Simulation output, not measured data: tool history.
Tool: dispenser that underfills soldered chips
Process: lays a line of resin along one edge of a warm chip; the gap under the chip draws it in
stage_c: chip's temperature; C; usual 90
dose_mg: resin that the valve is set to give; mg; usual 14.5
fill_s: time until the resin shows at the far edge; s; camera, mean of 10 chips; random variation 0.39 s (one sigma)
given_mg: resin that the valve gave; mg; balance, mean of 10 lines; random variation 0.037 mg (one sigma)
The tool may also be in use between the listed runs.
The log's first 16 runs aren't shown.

run	day	stage_c	dose_mg	fill_s	given_mg
# day 3.358: new syringe of resin
17	3.396	90	14.5	24.1	14.48
18	3.662	90	14.5	28.9	14.38
# day 3.758: new syringe of resin
19	3.975	103	17.3	15.6	17.13
# day 4.150: new syringe of resin
20	4.150	85	13.8	30.4	13.68
21	4.362	85	13.8	36.5	13.63
# day 4.567: new syringe of resin
22	4.646	85	13.4	31.4	13.12
# day 4.958: new syringe of resin
23	4.958	79	12.3	42.3	12.15
24	5.125	88	15.7	29.3	15.38
# day 5.350: new syringe of resin
25	5.442	88	15.7	27.5	15.35
# day 5.746: new syringe of resin
26	5.771	102	13.3	14.4	12.93
27	5.971	76	15.1	56.6	14.70
# day 6.138: new syringe of resin
28	6.275	76	15.1	51.2	14.63
# day 6.529: new syringe of resin
29	6.538	79	12.7	40.5	12.31
# day 6.796: dispensing valve cleaned and set on the balance
30	6.888	98	14.8	20.9	14.82
# day 6.967: new syringe of resin
31	7.146	98	14.8	18.4	14.63
# day 7.367: new syringe of resin
32	7.467	91	16.8	24.1	16.64
33	7.683	97	14.9	21.7	14.78
# day 7.762: new syringe of resin
34	7.921	101	13.4	15.9	13.24
# day 8.175: new syringe of resin
35	8.196	101	13.4	14.9	13.20

Forecast each of these 4 alternatives for the next run:
A	8.483	98	14.9	?	?
B	8.483	78	17.2	?	?
C	8.483	97	13.4	?	?
D	8.483	88	15.4	?	?

run	fill_s	given_mg
A	20.0	14.61
B	52.4	16.85
C	21.9	13.15
D	32.0	15.08
Without the tool's hidden state the same runs would have given:
run	fill_s	given_mg
A	16.7	14.87
B	44.1	17.16
C	18.2	13.39
D	26.8	15.36

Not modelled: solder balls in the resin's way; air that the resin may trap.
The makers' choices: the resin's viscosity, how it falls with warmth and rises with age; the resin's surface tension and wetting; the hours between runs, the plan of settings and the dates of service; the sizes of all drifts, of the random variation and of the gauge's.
